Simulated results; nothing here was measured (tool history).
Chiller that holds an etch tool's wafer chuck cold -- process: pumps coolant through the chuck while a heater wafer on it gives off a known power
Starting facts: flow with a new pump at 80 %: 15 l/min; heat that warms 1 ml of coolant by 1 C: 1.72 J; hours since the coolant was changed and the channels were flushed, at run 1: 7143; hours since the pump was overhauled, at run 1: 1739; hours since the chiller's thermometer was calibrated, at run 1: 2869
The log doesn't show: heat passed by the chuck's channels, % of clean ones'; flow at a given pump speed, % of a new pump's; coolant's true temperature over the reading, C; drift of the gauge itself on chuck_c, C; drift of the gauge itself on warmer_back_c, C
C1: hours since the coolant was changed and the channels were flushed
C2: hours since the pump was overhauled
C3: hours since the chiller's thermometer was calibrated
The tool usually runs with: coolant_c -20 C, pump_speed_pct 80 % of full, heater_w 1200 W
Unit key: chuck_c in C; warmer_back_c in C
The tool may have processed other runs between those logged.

Run 1, day 0.000: usual settings; C1 7143; C2 1739; C3 2869. Result: chuck_c -11.9 C, warmer_back_c 2.82 C.
Run 2, day 1.829: usual settings; C1 7187; C2 1783; C3 2913. Result: chuck_c -12.0 C, warmer_back_c 2.81 C.
Run 3, day 4.358: usual settings; C1 7247; C2 1843; C3 2974. Result: chuck_c -12.2 C, warmer_back_c 2.77 C.
Run 4, day 7.908: usual settings; C1 7333; C2 1929; C3 3059. Result: chuck_c -12.0 C, warmer_back_c 2.78 C.
Run 5, day 9.996: usual settings but pump_speed_pct 82 % of full; C1 7383; C2 1979; C3 3109. Result: chuck_c -12.1 C, warmer_back_c 2.68 C.
Run 6, day 11.962: usual settings but pump_speed_pct 82 % of full; C1 7430; C2 2026; C3 3156. Result: chuck_c -12.1 C, warmer_back_c 2.69 C.
Run 7, day 15.588: usual settings but pump_speed_pct 82 % of full; C1 7517; C2 2113; C3 3243. Result: chuck_c -12.2 C, warmer_back_c 2.66 C.
Run 8, day 18.708: usual settings but pump_speed_pct 82 % of full; C1 7592; C2 2188; C3 3318. Result: chuck_c -12.2 C, warmer_back_c 2.68 C.
Run 9, day 20.562: usual settings; C1 7636; C2 2232; C3 3363. Result: chuck_c -11.9 C, warmer_back_c 2.75 C.
Run 10, day 22.896: usual settings but coolant_c -22 C; C1 7692; C2 2288; C3 3419. Result: chuck_c -14.0 C, warmer_back_c 2.71 C.
Run 11, day 26.038: usual settings but coolant_c -22 C; C1 7768; C2 2364; C3 3494. Result: chuck_c -13.9 C, warmer_back_c 2.77 C.
Run 12, day 29.221: usual settings but coolant_c -22 C, heater_w 1692 W; C1 7844; C2 2440; C3 3570. Result: chuck_c -10.9 C, warmer_back_c 3.84 C.
Run 13, day 31.121: usual settings but coolant_c -22 C, heater_w 1692 W; C1 7890; C2 2486; C3 3616. Result: chuck_c -10.7 C, warmer_back_c 3.94 C.
Run 14, day 34.904: usual settings but coolant_c -26 C, pump_speed_pct 88 % of full, heater_w 1147 W; C1 7980; C2 2576; C3 3707. Result: chuck_c -18.9 C, warmer_back_c 2.31 C.
Run 15, day 36.492: usual settings but coolant_c -25 C, pump_speed_pct 98 % of full, heater_w 1489 W; C1 8019; C2 2615; C3 3745. Result: chuck_c -16.8 C, warmer_back_c 2.62 C.
Run 16, day 39.108: usual settings but coolant_c -18 C, pump_speed_pct 61 % of full, heater_w 1202 W; C1 8081; C2 2677; C3 3808. Result: chuck_c -7.6 C, warmer_back_c 3.63 C.
Run 17, day 41.400: usual settings but coolant_c -23 C, pump_speed_pct 93 % of full; C1 8136; C2 2732; C3 3863. Result: chuck_c -15.8 C, warmer_back_c 2.19 C.
Run 18, day 44.092: usual settings but coolant_c -14 C, pump_speed_pct 72 % of full; C1 8201; C2 2797; C3 3927. Result: chuck_c -5.1 C, warmer_back_c 3.03 C.
Run 19, day 47.771: usual settings but coolant_c -14 C, pump_speed_pct 72 % of full; C1 8289; C2 2885; C3 4016. Result: chuck_c -5.3 C, warmer_back_c 2.96 C.
Run 20, day 50.383: usual settings but coolant_c -15 C, pump_speed_pct 89 % of full, heater_w 1280 W; C1 8352; C2 2948; C3 4078. Result: chuck_c -7.0 C, warmer_back_c 2.49 C.
Run 21, day 52.792: usual settings but pump_speed_pct 91 % of full, heater_w 761 W; C1 8410; C2 3006; C3 4136. Result: chuck_c -15.4 C, warmer_back_c 1.38 C.
Run 22, day 54.583: usual settings but pump_speed_pct 72 % of full, heater_w 1320 W; C1 8453; C2 3049; C3 4179. Result: chuck_c -10.4 C, warmer_back_c 3.27 C.
Run 23, day 57.046: usual settings but coolant_c -26 C, heater_w 616 W; C1 8512; C2 3108; C3 4238. Result: chuck_c -21.9 C, warmer_back_c 1.27 C.
Run 24, day 59.529: usual settings but coolant_c -26 C, heater_w 1296 W; C1 8571; C2 3167; C3 4298. Result: chuck_c -17.2 C, warmer_back_c 2.85 C.

Each run again, without the hidden state but with its own random variation kept:
run  warmer_back_c
  1           2.82
  2           2.81
  3           2.78
  4           2.80
  5           2.71
  6           2.73
  7           2.71
  8           2.74
  9           2.81
 10           2.78
 11           2.85
 12           3.94
 13           4.04
 14           2.42
 15           2.74
 16           3.76
 17           2.32
 18           3.17
 19           3.12
 20           2.65
 21           1.55
 22           3.45
 23           1.45
 24           3.04
chuck_c: differs from the measured result by no more than 0.1 C in any run.
